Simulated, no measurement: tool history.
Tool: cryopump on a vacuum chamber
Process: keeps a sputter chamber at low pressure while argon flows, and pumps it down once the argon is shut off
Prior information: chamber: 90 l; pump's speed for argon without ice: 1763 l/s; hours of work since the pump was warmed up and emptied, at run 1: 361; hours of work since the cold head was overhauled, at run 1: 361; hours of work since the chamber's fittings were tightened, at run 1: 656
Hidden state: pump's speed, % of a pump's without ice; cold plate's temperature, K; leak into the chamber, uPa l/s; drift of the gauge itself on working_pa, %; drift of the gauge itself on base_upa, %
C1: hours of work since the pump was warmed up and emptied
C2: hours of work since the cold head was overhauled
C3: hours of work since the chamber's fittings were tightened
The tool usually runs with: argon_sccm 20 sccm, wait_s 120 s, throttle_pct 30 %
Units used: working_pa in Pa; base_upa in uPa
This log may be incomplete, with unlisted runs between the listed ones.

run 1 hour=0.0 | argon_sccm=20 wait_s=120 throttle_pct=30 | C1=361 C2=361 C3=656 | working_pa=0.0711 base_upa=0.93
run 2 hour=14.2 | argon_sccm=20 wait_s=217 throttle_pct=30 | C1=368 C2=368 C3=663 | working_pa=0.0723 base_upa=0.77
run 3 hour=34.1 | argon_sccm=26 wait_s=120 throttle_pct=30 | C1=378 C2=378 C3=673 | working_pa=0.0942 base_upa=0.98
run 4 hour=44.9 | argon_sccm=26 wait_s=120 throttle_pct=30 | C1=383 C2=383 C3=678 | working_pa=0.0939 base_upa=0.94
-- hour=53.3 pump warmed up, emptied and cooled again
run 5 hour=63.4 | argon_sccm=26 wait_s=120 throttle_pct=30 | C1=5 C2=390 C3=685 | working_pa=0.0839 base_upa=0.82
run 6 hour=76.6 | argon_sccm=26 wait_s=120 throttle_pct=30 | C1=12 C2=396 C3=692 | working_pa=0.0835 base_upa=0.80
run 7 hour=86.6 | argon_sccm=20 wait_s=120 throttle_pct=30 | C1=17 C2=401 C3=697 | working_pa=0.0641 base_upa=0.82
run 8 hour=106.0 | argon_sccm=20 wait_s=120 throttle_pct=30 | C1=26 C2=411 C3=706 | working_pa=0.0643 base_upa=0.81
run 9 hour=121.6 | argon_sccm=20 wait_s=120 throttle_pct=30 | C1=34 C2=419 C3=714 | working_pa=0.0641 base_upa=0.78
run 10 hour=137.2 | argon_sccm=20 wait_s=120 throttle_pct=30 | C1=42 C2=427 C3=722 | working_pa=0.0648 base_upa=0.85
run 11 hour=153.3 | argon_sccm=20 wait_s=120 throttle_pct=30 | C1=50 C2=435 C3=730 | working_pa=0.0656 base_upa=0.86
run 12 hour=172.5 | argon_sccm=20 wait_s=73 throttle_pct=30 | C1=59 C2=444 C3=739 | working_pa=0.0644 base_upa=1.14
run 13 hour=184.1 | argon_sccm=20 wait_s=73 throttle_pct=30 | C1=65 C2=450 C3=745 | working_pa=0.0656 base_upa=1.09
run 14 hour=201.2 | argon_sccm=20 wait_s=73 throttle_pct=30 | C1=73 C2=458 C3=753 | working_pa=0.0659 base_upa=1.10
run 15 hour=210.3 | argon_sccm=20 wait_s=73 throttle_pct=30 | C1=78 C2=463 C3=758 | working_pa=0.0654 base_upa=1.10
run 16 hour=220.2 | argon_sccm=20 wait_s=73 throttle_pct=30 | C1=83 C2=468 C3=763 | working_pa=0.0667 base_upa=1.14
run 17 hour=230.5 | argon_sccm=20 wait_s=73 throttle_pct=30 | C1=88 C2=473 C3=768 | working_pa=0.0655 base_upa=1.07
run 18 hour=251.1 | argon_sccm=20 wait_s=73 throttle_pct=30 | C1=98 C2=483 C3=778 | working_pa=0.0655 base_upa=1.09
run 19 hour=268.8 | argon_sccm=20 wait_s=120 throttle_pct=16 | C1=107 C2=492 C3=787 | working_pa=0.1209 base_upa=0.85
run 20 hour=279.4 | argon_sccm=20 wait_s=120 throttle_pct=16 | C1=112 C2=497 C3=792 | working_pa=0.1218 base_upa=0.87
run 21 hour=296.7 | argon_sccm=11 wait_s=120 throttle_pct=16 | C1=121 C2=506 C3=801 | working_pa=0.0670 base_upa=0.86
run 22 hour=315.7 | argon_sccm=31 wait_s=23 throttle_pct=16 | C1=130 C2=515 C3=810 | working_pa=0.1893 base_upa=2.75
run 23 hour=336.5 | argon_sccm=31 wait_s=23 throttle_pct=16 | C1=141 C2=526 C3=821 | working_pa=0.1909 base_upa=2.75
run 24 hour=349.1 | argon_sccm=24 wait_s=23 throttle_pct=16 | C1=147 C2=532 C3=827 | working_pa=0.1465 base_upa=2.68
run 25 hour=363.5 | argon_sccm=12 wait_s=274 throttle_pct=37 | C1=154 C2=539 C3=834 | working_pa=0.0334 base_upa=0.65
run 26 hour=375.4 | argon_sccm=18 wait_s=274 throttle_pct=37 | C1=160 C2=545 C3=840 | working_pa=0.0497 base_upa=0.61
run 27 hour=388.4 | argon_sccm=18 wait_s=274 throttle_pct=37 | C1=166 C2=551 C3=846 | working_pa=0.0493 base_upa=0.61
run 28 hour=405.8 | argon_sccm=18 wait_s=274 throttle_pct=37 | C1=175 C2=560 C3=855 | working_pa=0.0498 base_upa=0.67
run 29 hour=422.1 | argon_sccm=18 wait_s=274 throttle_pct=37 | C1=183 C2=568 C3=863 | working_pa=0.0498 base_upa=0.67
run 30 hour=434.2 | argon_sccm=8 wait_s=274 throttle_pct=18 | C1=189 C2=574 C3=869 | working_pa=0.0435 base_upa=0.62
run 31 hour=449.8 | argon_sccm=8 wait_s=132 throttle_pct=18 | C1=197 C2=582 C3=877 | working_pa=0.0442 base_upa=0.86
run 32 hour=462.1 | argon_sccm=11 wait_s=104 throttle_pct=41 | C1=203 C2=588 C3=883 | working_pa=0.0275 base_upa=1.01
run 33 hour=472.7 | argon_sccm=25 wait_s=24 throttle_pct=42 | C1=208 C2=593 C3=888 | working_pa=0.0617 base_upa=2.72

Consider 4 possible next runs. They are alternatives, not a sequence: every one starts from the tool as it was left by run 33. What does each give?
run A hour=487.4 | argon_sccm=38 wait_s=150 throttle_pct=19 | C1=216 C2=600 C3=896 | working_pa=? base_upa=?
run B hour=487.4 | argon_sccm=35 wait_s=108 throttle_pct=36 | C1=216 C2=600 C3=896 | working_pa=? base_upa=?
run C hour=487.4 | argon_sccm=25 wait_s=24 throttle_pct=57 | C1=216 C2=600 C3=896 | working_pa=? base_upa=?
run D hour=487.4 | argon_sccm=37 wait_s=82 throttle_pct=56 | C1=216 C2=600 C3=896 | working_pa=? base_upa=?

run=A working_pa=0.1988 base_upa=0.83
run=B working_pa=0.1008 base_upa=0.95
run=C working_pa=0.0480 base_upa=2.62
run=D working_pa=0.0709 base_upa=1.12
The same runs, with their run-to-run variation unchanged, on a tool lacking any hidden condition would have given:
run=A working_pa=0.1911 base_upa=0.52
run=B working_pa=0.0937 base_upa=0.65
run=C working_pa=0.0429 base_upa=2.32
run=D working_pa=0.0633 base_upa=0.81
